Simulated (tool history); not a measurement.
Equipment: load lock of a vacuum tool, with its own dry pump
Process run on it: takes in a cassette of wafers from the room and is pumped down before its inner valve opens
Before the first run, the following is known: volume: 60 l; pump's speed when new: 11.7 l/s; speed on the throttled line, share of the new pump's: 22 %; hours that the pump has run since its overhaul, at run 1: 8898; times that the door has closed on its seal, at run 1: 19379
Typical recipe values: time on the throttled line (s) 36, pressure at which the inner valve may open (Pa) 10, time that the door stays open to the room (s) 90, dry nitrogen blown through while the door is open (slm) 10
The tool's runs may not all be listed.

run	hour	time on the throttled line (s)	pressure at which the inner valve may open (Pa)	time that the door stays open to the room (s)	dry nitrogen blown through while the door is open (slm)	hours that the pump has run since its overhaul	times that the door has closed on its seal	incoming humidity of the room's air, %	time from the closed door until the inner valve may open (s)	rise of the pressure with all valves shut (Pa/min)
1	0	36	10	90	10	8898	19379	44	82.2	0.091
2	471.3	61	10	90	10	9369	20285	42.7	101.1	0.091
3	1139.7	61	10	90	10	10038	21569	44.7	101.1	0.093
4	1433.1	36	10	146	10	10331	22132	43	83.1	0.104
5	1905.3	36	10	146	10	10803	23039	45.5	83.3	0.101
6	2293.4	36	10	146	10	11192	23785	47.4	83.3	0.108
7	2694.9	36	10	146	10	11593	24556	43.2	84.3	0.107
8	3253.5	36	10	146	10	12152	25629	41.5	83.7	0.116
9	3920.7	36	12	90	10	12819	26911	47.3	83.4	0.119
10	4541.4	36	10	90	10	13439	28103	41.6	85.4	0.129
11	5055	36	10	32	10	13953	29089	45.9	87.5	0.127
12	5511.6	36	10	32	10	14410	29967	44.5	87	0.128
13	5875.9	36	10	90	10	14774	30666	47.8	87.5	0.139
14	6207.8	36	10	90	13	15106	31304	42.1	87.2	0.137
15	6806.3	36	13	90	13	15704	32453	43.9	87	0.141
16	7382.4	60	10	90	10	16280	33560	43.5	105.1	0.146
17	7831.6	60	10	90	10	16730	34423	45.6	106.8	0.158
18	8404.8	36	10	45	10	17303	35524	46.6	90.3	0.156
19	8694.6	36	10	90	10	17593	36081	42.8	91.3	0.162
# hour 9074.1: dry pump taken out, an overhauled one fitted
20	9372.5	36	10	58	20	298	37371	46.1	76.4	0.159
21	9954.7	40	8	85	11	881	38490	44.5	80.5	0.179
22	10498.1	40	8	85	11	1424	39533	42.6	81.5	0.183
23	10820.7	40	13	85	11	1747	40153	49.6	77.9	0.191
24	11111.4	40	13	85	11	2037	40711	46.7	79.2	0.195
25	11776.5	36	10	76	10	2702	41989	43.9	77.5	0.2
26	12317	36	10	35	5	3243	43027	43.6	79.1	0.204
27	12706.2	36	10	35	5	3632	43775	43.7	78.3	0.212
28	13092.6	36	16	56	5	4019	44517	44.8	76.3	0.223
29	13626.1	28	11	154	34	4552	45542	46.8	72.4	0.224
30	13933.6	71	10	190	10	4860	46133	45.1	106.5	0.235
31	14209.4	71	10	190	10	5135	46663	47.7	106.5	0.242
32	14862.1	25	15	190	5	5788	47916	44.4	69.4	0.256
33	15397.6	36	10	90	5	6324	48945	47.7	80.7	0.259
34	15704.8	69	16	90	10	6631	49535	47.1	102.5	0.254
35	16064.1	43	10	90	41	6990	50225	47	87.3	0.25
36	16684.2	42	10	76	41	7610	51416	43.3	85.9	0.26
37	16977.2	42	10	76	41	7903	51979	43.7	85.2	0.267
38	17502.8	42	11	49	5	8429	52989	43.1	85.9	0.272

For some of the steps in time from the closed door until the inner valve may open (s) from one run to the next: how much would appear even if the tool had no hidden state, given the settings, what came in and random variation, and how much remains for the hidden state plus any gauge scatter that the measured result and the result without hidden state don't share?
The hidden state here: pump's speed, % of a new pump's; leak at the door's seal, Pa l/s; drift of the gauge itself on ready_s, %; drift of the gauge itself on rise_pa_min, %.
Run 17 -> 18: time on the throttled line (s) 60 -> 36, time that the door stays open to the room (s) 90 -> 45. time from the closed door until the inner valve may open (s) -16.5: hidden state +2.2, all else -18.7.
Run 19 -> 20: time that the door stays open to the room (s) 90 -> 58, dry nitrogen blown through while the door is open (slm) 10 -> 20, dry pump taken out, an overhauled one fitted. time from the closed door until the inner valve may open (s) -14.9: hidden state -14.1, all else -0.8.
Run 29 -> 30: time on the throttled line (s) 28 -> 71, pressure at which the inner valve may open (Pa) 11 -> 10, time that the door stays open to the room (s) 154 -> 190, dry nitrogen blown through while the door is open (slm) 34 -> 10. time from the closed door until the inner valve may open (s) +34.1: hidden state -0.4, all else +34.5.
Run 31 -> 32: time on the throttled line (s) 71 -> 25, pressure at which the inner valve may open (Pa) 10 -> 15, dry nitrogen blown through while the door is open (slm) 10 -> 5. time from the closed door until the inner valve may open (s) -37.1: hidden state +1.2, all else -38.3.
Run 33 -> 34: time on the throttled line (s) 36 -> 69, pressure at which the inner valve may open (Pa) 10 -> 16, dry nitrogen blown through while the door is open (slm) 5 -> 10. time from the closed door until the inner valve may open (s) +21.8: hidden state -1, all else +22.8.
Run 34 -> 35: time on the throttled line (s) 69 -> 43, pressure at which the inner valve may open (Pa) 16 -> 10, dry nitrogen blown through while the door is open (slm) 10 -> 41. time from the closed door until the inner valve may open (s) -15.2: hidden state +1.5, all else -16.7.
